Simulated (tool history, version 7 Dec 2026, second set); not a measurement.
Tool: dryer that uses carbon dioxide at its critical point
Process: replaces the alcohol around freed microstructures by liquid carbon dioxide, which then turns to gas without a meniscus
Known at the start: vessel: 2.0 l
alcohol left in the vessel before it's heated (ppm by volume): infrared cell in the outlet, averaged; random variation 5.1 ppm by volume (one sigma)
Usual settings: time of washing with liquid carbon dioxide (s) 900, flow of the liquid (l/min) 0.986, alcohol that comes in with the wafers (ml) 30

| run | day | time of washing with liquid carbon dioxide (s) | flow of the liquid (l/min) | alcohol that comes in with the wafers (ml) | alcohol left in the vessel before it's heated (ppm by volume) |
|---|---|---|---|---|---|
| 1 | 0.000 | 900 | 0.986 | 30 | 115 |
| 2 | 0.625 | 900 | 0.986 | 30 | 115 |
| 3 | 1.138 | 900 | 0.986 | 30 | 111 |
| 4 | 1.475 | 900 | 0.986 | 30 | 122 |
| 5 | 2.179 | 900 | 1.022 | 30 | 102 |
| 6 | 2.825 | 900 | 1.022 | 30 | 120 |
| 7 | 3.300 | 900 | 1.022 | 30 | 112 |
| 8 | 3.629 | 900 | 1.022 | 30 | 118 |
| 9 | 3.996 | 1140 | 0.986 | 30 | 80 |
| 10 | 4.696 | 1140 | 0.986 | 30 | 73 |
| 11 | 5.021 | 1140 | 0.986 | 30 | 61 |
| 12 | 5.562 | 900 | 0.986 | 30 | 146 |
| 13 | 6.121 | 900 | 1.660 | 30 | 49 |
| 14 | 6.508 | 900 | 1.660 | 30 | 51 |
| 15 | 7.212 | 900 | 0.986 | 67 | 260 |
| 16 | 7.638 | 900 | 0.986 | 67 | 278 |
| 17 | 8.312 | 900 | 0.656 | 30 | 569 |
| 18 | 8.629 | 900 | 0.656 | 30 | 587 |
| 19 | 9.188 | 900 | 1.052 | 30 | 134 |
| 20 | 9.950 | 900 | 1.570 | 30 | 72 |
| 21 | 10.704 | 900 | 0.986 | 30 | 159 |
| 22 | 11.242 | 900 | 0.986 | 30 | 173 |
| 23 | 11.738 | 900 | 0.986 | 27 | 158 |
| 24 | 12.379 | 1320 | 0.986 | 57 | 90 |
| 25 | 12.775 | 1260 | 0.986 | 57 | 105 |
| 26 | 13.433 | 1080 | 0.650 | 107 | 1144 |
| 27 | 14.108 | 600 | 0.838 | 59 | 1888 |
| 28 | 14.679 | 600 | 0.838 | 59 | 1936 |
| 29 | 15.100 | 900 | 0.962 | 38 | 243 |
| 30 | 15.588 | 900 | 0.962 | 38 | 234 |
| 31 | 16.179 | 900 | 0.714 | 30 | 514 |
| 32 | 16.596 | 1080 | 0.632 | 30 | 434 |
| 33 | 17.142 | 900 | 0.642 | 21 | 530 |
| 34 | 17.700 | 960 | 1.491 | 74 | 97 |
| 35 | 18.262 | 1200 | 1.164 | 21 | 93 |
| 36 | 18.571 | 840 | 1.209 | 102 | 297 |
| 37 | 19.088 | 840 | 1.209 | 60 | 209 |
| 38 | 19.817 | 780 | 1.025 | 60 | 506 |
| 39 | 20.192 | 900 | 0.986 | 53 | 315 |
| 40 | 20.938 | 1380 | 0.760 | 22 | 123 |
| 41 | 21.525 | 900 | 0.861 | 39 | 388 |
| 42 | 22.083 | 900 | 0.861 | 39 | 422 |
| 43 | 22.629 | 900 | 1.031 | 39 | 238 |
| 44 | 23.175 | 720 | 1.475 | 30 | 150 |
| 45 | 23.629 | 780 | 0.986 | 38 | 426 |
| 46 | 24.196 | 900 | 0.986 | 26 | 214 |

Some steps in alcohol left in the vessel before it's heated (ppm by volume) between neighbouring runs. How much of each would the tool show without its hidden state too (settings, what came in, random variation), and how much is left for the hidden state, with any gauge scatter that isn't in both results?
The hidden state here: flow that reaches the vessel past the clogged filter, %; alcohol in the recycled carbon dioxide, ppm; drift of the gauge itself on alcohol_ppm, %.
Run 25 -> 26: time of washing with liquid carbon dioxide (s) 1260 -> 1080, flow of the liquid (l/min) 0.986 -> 0.650, alcohol that comes in with the wafers (ml) 57 -> 107. alcohol left in the vessel before it's heated (ppm by volume) +1039: hidden state +265, all else +774.
Run 26 -> 27: time of washing with liquid carbon dioxide (s) 1080 -> 600, flow of the liquid (l/min) 0.650 -> 0.838, alcohol that comes in with the wafers (ml) 107 -> 59. alcohol left in the vessel before it's heated (ppm by volume) +744: hidden state +85, all else +659.
Run 28 -> 29: time of washing with liquid carbon dioxide (s) 600 -> 900, flow of the liquid (l/min) 0.838 -> 0.962, alcohol that comes in with the wafers (ml) 59 -> 38. alcohol left in the vessel before it's heated (ppm by volume) -1693: hidden state -322, all else -1371.
Run 44 -> 45: time of washing with liquid carbon dioxide (s) 720 -> 780, flow of the liquid (l/min) 1.475 -> 0.986, alcohol that comes in with the wafers (ml) 30 -> 38. alcohol left in the vessel before it's heated (ppm by volume) +276: hidden state +111, all else +165.

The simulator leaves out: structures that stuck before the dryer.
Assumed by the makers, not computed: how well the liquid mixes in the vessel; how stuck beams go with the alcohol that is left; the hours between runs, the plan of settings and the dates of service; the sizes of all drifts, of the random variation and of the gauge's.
